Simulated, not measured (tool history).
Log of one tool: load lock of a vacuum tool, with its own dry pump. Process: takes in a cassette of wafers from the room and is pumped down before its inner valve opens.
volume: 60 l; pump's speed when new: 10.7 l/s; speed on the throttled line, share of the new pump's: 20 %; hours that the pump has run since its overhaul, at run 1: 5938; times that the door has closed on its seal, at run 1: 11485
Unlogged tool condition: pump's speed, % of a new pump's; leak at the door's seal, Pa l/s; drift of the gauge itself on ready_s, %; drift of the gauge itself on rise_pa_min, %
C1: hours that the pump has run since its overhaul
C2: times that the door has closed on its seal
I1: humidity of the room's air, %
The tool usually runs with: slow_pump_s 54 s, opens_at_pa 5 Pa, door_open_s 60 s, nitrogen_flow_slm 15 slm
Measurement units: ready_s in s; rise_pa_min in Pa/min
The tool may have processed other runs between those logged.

{"run": 1, "hour": 0.0, "slow_pump_s": 54, "opens_at_pa": 5, "door_open_s": 60, "nitrogen_flow_slm": 15, "C1": 5938, "C2": 11485, "I1": 43.8, "ready_s": 101.5, "rise_pa_min": 0.07}
{"run": 2, "hour": 102.8, "slow_pump_s": 54, "opens_at_pa": 5, "door_open_s": 60, "nitrogen_flow_slm": 15, "C1": 6041, "C2": 11898, "I1": 47.6, "ready_s": 103.2, "rise_pa_min": 0.069}
{"run": 3, "hour": 175.1, "slow_pump_s": 54, "opens_at_pa": 5, "door_open_s": 60, "nitrogen_flow_slm": 15, "C1": 6113, "C2": 12189, "I1": 47.1, "ready_s": 102.8, "rise_pa_min": 0.071}
{"run": 4, "hour": 264.5, "slow_pump_s": 54, "opens_at_pa": 5, "door_open_s": 60, "nitrogen_flow_slm": 15, "C1": 6203, "C2": 12548, "I1": 41.2, "ready_s": 102.6, "rise_pa_min": 0.078}
{"run": 5, "hour": 324.1, "slow_pump_s": 54, "opens_at_pa": 5, "door_open_s": 60, "nitrogen_flow_slm": 15, "C1": 6262, "C2": 12788, "I1": 42.9, "ready_s": 103.4, "rise_pa_min": 0.077}
{"run": 6, "hour": 398.2, "slow_pump_s": 54, "opens_at_pa": 5, "door_open_s": 60, "nitrogen_flow_slm": 15, "C1": 6336, "C2": 13086, "I1": 49.8, "ready_s": 103.6, "rise_pa_min": 0.079}
{"run": 7, "hour": 477.5, "slow_pump_s": 54, "opens_at_pa": 5, "door_open_s": 60, "nitrogen_flow_slm": 15, "C1": 6416, "C2": 13405, "I1": 48.3, "ready_s": 103.4, "rise_pa_min": 0.083}
{"run": 8, "hour": 536.6, "slow_pump_s": 54, "opens_at_pa": 9, "door_open_s": 60, "nitrogen_flow_slm": 15, "C1": 6475, "C2": 13643, "I1": 40.5, "ready_s": 100.3, "rise_pa_min": 0.075}
{"run": 9, "hour": 587.9, "slow_pump_s": 54, "opens_at_pa": 5, "door_open_s": 60, "nitrogen_flow_slm": 15, "C1": 6526, "C2": 13849, "I1": 47.6, "ready_s": 102.8, "rise_pa_min": 0.081}
{"run": 10, "hour": 666.2, "slow_pump_s": 54, "opens_at_pa": 5, "door_open_s": 60, "nitrogen_flow_slm": 15, "C1": 6604, "C2": 14164, "I1": 44.5, "ready_s": 102.6, "rise_pa_min": 0.086}
{"run": 11, "hour": 747.7, "slow_pump_s": 54, "opens_at_pa": 5, "door_open_s": 60, "nitrogen_flow_slm": 15, "C1": 6686, "C2": 14492, "I1": 46.2, "ready_s": 103.9, "rise_pa_min": 0.084}
{"run": 12, "hour": 849.7, "slow_pump_s": 54, "opens_at_pa": 5, "door_open_s": 60, "nitrogen_flow_slm": 15, "C1": 6788, "C2": 14901, "I1": 47.9, "ready_s": 103.7, "rise_pa_min": 0.089}
{"run": 13, "hour": 948.4, "slow_pump_s": 54, "opens_at_pa": 5, "door_open_s": 60, "nitrogen_flow_slm": 35, "C1": 6887, "C2": 15298, "I1": 43.1, "ready_s": 104.1, "rise_pa_min": 0.077}
{"run": 14, "hour": 993.5, "slow_pump_s": 54, "opens_at_pa": 5, "door_open_s": 60, "nitrogen_flow_slm": 35, "C1": 6932, "C2": 15480, "I1": 45.6, "ready_s": 103.3, "rise_pa_min": 0.081}
{"run": 15, "hour": 1102.0, "slow_pump_s": 54, "opens_at_pa": 5, "door_open_s": 60, "nitrogen_flow_slm": 35, "C1": 7040, "C2": 15916, "I1": 44.8, "ready_s": 102.2, "rise_pa_min": 0.082}
{"run": 16, "hour": 1198.5, "slow_pump_s": 54, "opens_at_pa": 5, "door_open_s": 60, "nitrogen_flow_slm": 35, "C1": 7137, "C2": 16304, "I1": 48, "ready_s": 102.9, "rise_pa_min": 0.086}
{"run": 17, "hour": 1300.3, "slow_pump_s": 54, "opens_at_pa": 5, "door_open_s": 116, "nitrogen_flow_slm": 5, "C1": 7239, "C2": 16713, "I1": 41.1, "ready_s": 105, "rise_pa_min": 0.118}
{"run": 18, "hour": 1361.9, "slow_pump_s": 54, "opens_at_pa": 5, "door_open_s": 116, "nitrogen_flow_slm": 5, "C1": 7300, "C2": 16961, "I1": 40.6, "ready_s": 104.1, "rise_pa_min": 0.123}
{"run": 19, "hour": 1419.6, "slow_pump_s": 54, "opens_at_pa": 5, "door_open_s": 60, "nitrogen_flow_slm": 5, "C1": 7358, "C2": 17193, "I1": 40.1, "ready_s": 103.9, "rise_pa_min": 0.102}
{"run": 20, "hour": 1517.3, "slow_pump_s": 54, "opens_at_pa": 9, "door_open_s": 60, "nitrogen_flow_slm": 5, "C1": 7455, "C2": 17586, "I1": 47, "ready_s": 99.1, "rise_pa_min": 0.109}
{"run": 21, "hour": 1567.7, "slow_pump_s": 54, "opens_at_pa": 9, "door_open_s": 169, "nitrogen_flow_slm": 31, "C1": 7506, "C2": 17788, "I1": 45.6, "ready_s": 100, "rise_pa_min": 0.122}
{"run": 22, "hour": 1615.1, "slow_pump_s": 54, "opens_at_pa": 4, "door_open_s": 29, "nitrogen_flow_slm": 15, "C1": 7553, "C2": 17979, "I1": 45.4, "ready_s": 104.6, "rise_pa_min": 0.095}
{"run": 23, "hour": 1667.9, "slow_pump_s": 54, "opens_at_pa": 4, "door_open_s": 29, "nitrogen_flow_slm": 15, "C1": 7606, "C2": 18192, "I1": 44.3, "ready_s": 105.7, "rise_pa_min": 0.099}

Each row is a separate what-if for the run after 23, all from the same tool condition, not one after another. Results?
{"run": "A", "hour": 1756.1, "slow_pump_s": 54, "opens_at_pa": 5, "door_open_s": 60, "nitrogen_flow_slm": 15, "C1": 7694, "C2": 18546, "I1": 43.4, "ready_s": "?", "rise_pa_min": "?"}
{"run": "B", "hour": 1756.1, "slow_pump_s": 36, "opens_at_pa": 5, "door_open_s": 60, "nitrogen_flow_slm": 9, "C1": 7694, "C2": 18546, "I1": 45.9, "ready_s": "?", "rise_pa_min": "?"}
{"run": "C", "hour": 1756.1, "slow_pump_s": 54, "opens_at_pa": 4, "door_open_s": 41, "nitrogen_flow_slm": 14, "C1": 7694, "C2": 18546, "I1": 43.8, "ready_s": "?", "rise_pa_min": "?"}
{"run": "D", "hour": 1756.1, "slow_pump_s": 54, "opens_at_pa": 5, "door_open_s": 133, "nitrogen_flow_slm": 16, "C1": 7694, "C2": 18546, "I1": 43.7, "ready_s": "?", "rise_pa_min": "?"}
{"run": "E", "hour": 1756.1, "slow_pump_s": 66, "opens_at_pa": 4, "door_open_s": 29, "nitrogen_flow_slm": 15, "C1": 7694, "C2": 18546, "I1": 43.3, "ready_s": "?", "rise_pa_min": "?"}

run=A ready_s=104.4 rise_pa_min=0.102
run=B ready_s=89.2 rise_pa_min=0.108
run=C ready_s=104.9 rise_pa_min=0.1
run=D ready_s=104.5 rise_pa_min=0.131
run=E ready_s=113.1 rise_pa_min=0.094
Take away the tool's hidden state, keep each run's random variation, and the runs would have read:
run=A ready_s=99.7 rise_pa_min=0.022
run=B ready_s=84.1 rise_pa_min=0.027
run=C ready_s=100 rise_pa_min=0.019
run=D ready_s=99.8 rise_pa_min=0.05
run=E ready_s=108.5 rise_pa_min=0.014
